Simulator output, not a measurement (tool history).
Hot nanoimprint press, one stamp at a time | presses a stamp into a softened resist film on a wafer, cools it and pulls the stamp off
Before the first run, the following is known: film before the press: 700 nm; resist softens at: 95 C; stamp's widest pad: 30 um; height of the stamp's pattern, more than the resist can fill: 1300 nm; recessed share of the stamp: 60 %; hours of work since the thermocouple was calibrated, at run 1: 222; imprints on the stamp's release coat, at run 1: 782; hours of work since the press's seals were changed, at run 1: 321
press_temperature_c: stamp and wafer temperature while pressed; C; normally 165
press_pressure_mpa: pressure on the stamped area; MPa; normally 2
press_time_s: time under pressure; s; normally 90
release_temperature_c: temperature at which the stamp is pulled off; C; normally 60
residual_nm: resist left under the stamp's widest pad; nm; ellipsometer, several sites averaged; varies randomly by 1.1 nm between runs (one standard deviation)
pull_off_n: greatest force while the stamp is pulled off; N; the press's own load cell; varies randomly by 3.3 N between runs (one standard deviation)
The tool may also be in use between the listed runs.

run	hour	press_temperature_c	press_pressure_mpa	press_time_s	release_temperature_c	hours of work since the thermocouple was calibrated	imprints on the stamp's release coat	hours of work since the press's seals were changed	residual_nm	pull_off_n
1	0	165	2	90	60	222	782	321	388.8	274
# hour 38.3: stamp cleaned and given a new release coat
2	57.8	165	2	90	60	251	38	350	386.3	233
3	99	165	2	90	60	274	119	373	386.6	241
4	124.1	165	2	90	60	288	169	387	383.2	245
5	162.5	165	2	136	60	310	244	409	338.9	243
6	209.9	165	2.01	90	60	336	338	435	383.7	252
7	240.7	165	2.01	90	60	353	398	452	383.3	257
8	271.3	165	2.01	90	60	370	459	469	382.8	262
9	304.2	165	2	90	60	389	524	488	385.4	256
10	334.3	165	2.38	59	60	406	583	505	403.7	261
11	378.5	165	1.64	127	51	430	670	529	373.6	298
12	420.1	164	1.3	74	61	454	752	553	492.9	269
# hour 470.1: stamp cleaned and given a new release coat
13	470.1	153	3.04	50	52	478	0	577	526.6	248
14	498.1	165	2	90	51	494	55	593	381	247
# hour 521.8: plate thermocouple calibrated
15	541.6	166	2	161	60	11	135	616	323.6	237
16	596.4	165	1.38	80	61	42	243	646	480.4	249
17	654.6	165	1.38	80	61	74	358	679	477.8	248
18	694.4	156	2.39	90	60	97	436	701	482.5	254

Same runs, no hidden state in the tool, same run-to-run variation:
Hidden state present: true temperature over the reading, C; pressure that arrives at the usual setting, %; grip of the stamp's worn release coat, % over a new coat's; drift of the gauge itself on residual_nm, %; drift of the gauge itself on pull_off_n, %.
run	residual_nm	pull_off_n
1	397.6	233
2	395.9	233
3	397	237
4	393.9	238
5	349.8	232
6	395.7	236
7	395.8	237
8	395.9	239
9	399.1	230
10	417.6	231
11	388.7	260
12	508.5	231
13	542.3	252
14	397.7	247
15	319.7	229
16	477.9	235
17	476.3	229
18	480.5	230
